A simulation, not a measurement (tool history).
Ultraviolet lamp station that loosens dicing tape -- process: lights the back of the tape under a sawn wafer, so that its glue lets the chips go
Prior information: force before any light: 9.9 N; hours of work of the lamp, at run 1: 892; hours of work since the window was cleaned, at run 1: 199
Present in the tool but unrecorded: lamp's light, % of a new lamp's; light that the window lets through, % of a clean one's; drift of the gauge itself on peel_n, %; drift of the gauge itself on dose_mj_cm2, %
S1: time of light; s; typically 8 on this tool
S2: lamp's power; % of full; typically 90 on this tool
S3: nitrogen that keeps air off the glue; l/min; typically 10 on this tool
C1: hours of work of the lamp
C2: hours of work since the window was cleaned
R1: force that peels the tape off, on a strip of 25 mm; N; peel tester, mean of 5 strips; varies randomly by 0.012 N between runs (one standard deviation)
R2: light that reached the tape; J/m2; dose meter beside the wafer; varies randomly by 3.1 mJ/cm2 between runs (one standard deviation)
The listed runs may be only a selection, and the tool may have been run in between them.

| run | day | S1 | S2 | S3 | C1 | C2 | R1 | R2 |
|---|---|---|---|---|---|---|---|---|
| 1 | 0.000 | 8 | 90 | 10 | 892 | 199 | 1.165 | 3270 |
| 2 | 1.333 | 8 | 62 | 10 | 916 | 223 | 2.324 | 2210 |
| 3 | 2.471 | 8 | 66 | 10 | 937 | 244 | 2.208 | 2270 |
|  | 3.500 | lamp changed |
| 4 | 4.171 | 8 | 90 | 10 | 12 | 274 | 0.721 | 4190 |
| 5 | 5.412 | 8 | 90 | 10 | 35 | 297 | 0.776 | 4080 |
| 6 | 6.325 | 8 | 90 | 19 | 51 | 314 | 0.630 | 4070 |
| 7 | 7.417 | 8 | 90 | 19 | 71 | 333 | 0.637 | 4000 |
| 8 | 8.562 | 8 | 90 | 19 | 92 | 354 | 0.635 | 3960 |
| 9 | 9.292 | 8 | 78 | 19 | 105 | 368 | 0.904 | 3370 |
|  | 10.688 | window cleaned of glue's vapour |
| 10 | 10.942 | 8 | 78 | 19 | 135 | 5 | 1.050 | 3100 |
| 11 | 12.521 | 8 | 78 | 19 | 164 | 33 | 1.099 | 3050 |
| 12 | 13.483 | 8 | 78 | 19 | 181 | 51 | 1.137 | 3090 |
| 13 | 14.275 | 8 | 78 | 19 | 196 | 65 | 1.120 | 2960 |
| 14 | 15.167 | 11 | 78 | 19 | 212 | 82 | 0.618 | 4120 |
| 15 | 16.146 | 11 | 78 | 19 | 230 | 99 | 0.634 | 4030 |
| 16 | 17.171 | 11 | 78 | 19 | 249 | 118 | 0.662 | 3990 |
| 17 | 18.846 | 8 | 90 | 6 | 279 | 149 | 1.442 | 3260 |
| 18 | 20.388 | 8 | 90 | 6 | 307 | 177 | 1.478 | 3230 |
|  | 20.929 | window cleaned of glue's vapour, once more |
| 19 | 21.554 | 8 | 90 | 6 | 328 | 11 | 0.901 | 4210 |
| 20 | 22.325 | 8 | 90 | 6 | 342 | 25 | 0.932 | 4170 |
| 21 | 23.504 | 8 | 90 | 6 | 363 | 47 | 0.951 | 4120 |
| 22 | 24.446 | 8 | 78 | 4 | 381 | 64 | 1.535 | 3470 |
| 23 | 25.304 | 8 | 78 | 4 | 396 | 80 | 1.585 | 3430 |
| 24 | 26.354 | 6 | 73 | 10 | 415 | 99 | 2.026 | 2440 |
| 25 | 27.788 | 6 | 73 | 10 | 441 | 125 | 2.023 | 2360 |
| 26 | 28.875 | 6 | 73 | 3 | 461 | 145 | 2.915 | 2370 |
| 27 | 29.575 | 5 | 73 | 20 | 474 | 157 | 2.324 | 1920 |
| 28 | 30.988 | 5 | 73 | 20 | 500 | 183 | 2.447 | 1880 |
| 29 | 32.012 | 6 | 80 | 4 | 518 | 202 | 2.528 | 2460 |
| 30 | 33.312 | 10 | 69 | 4 | 542 | 225 | 1.564 | 3580 |
| 31 | 34.075 | 8 | 66 | 5 | 556 | 239 | 2.168 | 2630 |
| 32 | 34.862 | 10 | 80 | 4 | 570 | 254 | 1.236 | 3980 |
| 33 | 36.304 | 6 | 79 | 5 | 597 | 280 | 2.605 | 2300 |
| 34 | 37.688 | 6 | 81 | 20 | 622 | 305 | 1.780 | 2380 |
| 35 | 38.783 | 8 | 62 | 10 | 642 | 325 | 1.994 | 2350 |

Each row is a separate what-if for the run after 35, all from the same tool condition, not one after another. Results?
| A | 39.850 | 5 | 90 | 10 | 661 | 345 | ? | ? |
| B | 39.850 | 6 | 88 | 10 | 661 | 345 | ? | ? |
| C | 39.850 | 8 | 69 | 15 | 661 | 345 | ? | ? |
| D | 39.850 | 10 | 89 | 18 | 661 | 345 | ? | ? |

| run | R1 | R2 |
|---|---|---|
| A | 2.466 | 2090 |
| B | 1.855 | 2460 |
| C | 1.646 | 2570 |
| D | 0.609 | 4100 |
What these runs would have given with no unlogged condition in the tool:
| run | R1 | R2 |
|---|---|---|
| A | 1.472 | 2910 |
| B | 1.035 | 3440 |
| C | 0.882 | 3590 |
| D | 0.328 | 5710 |
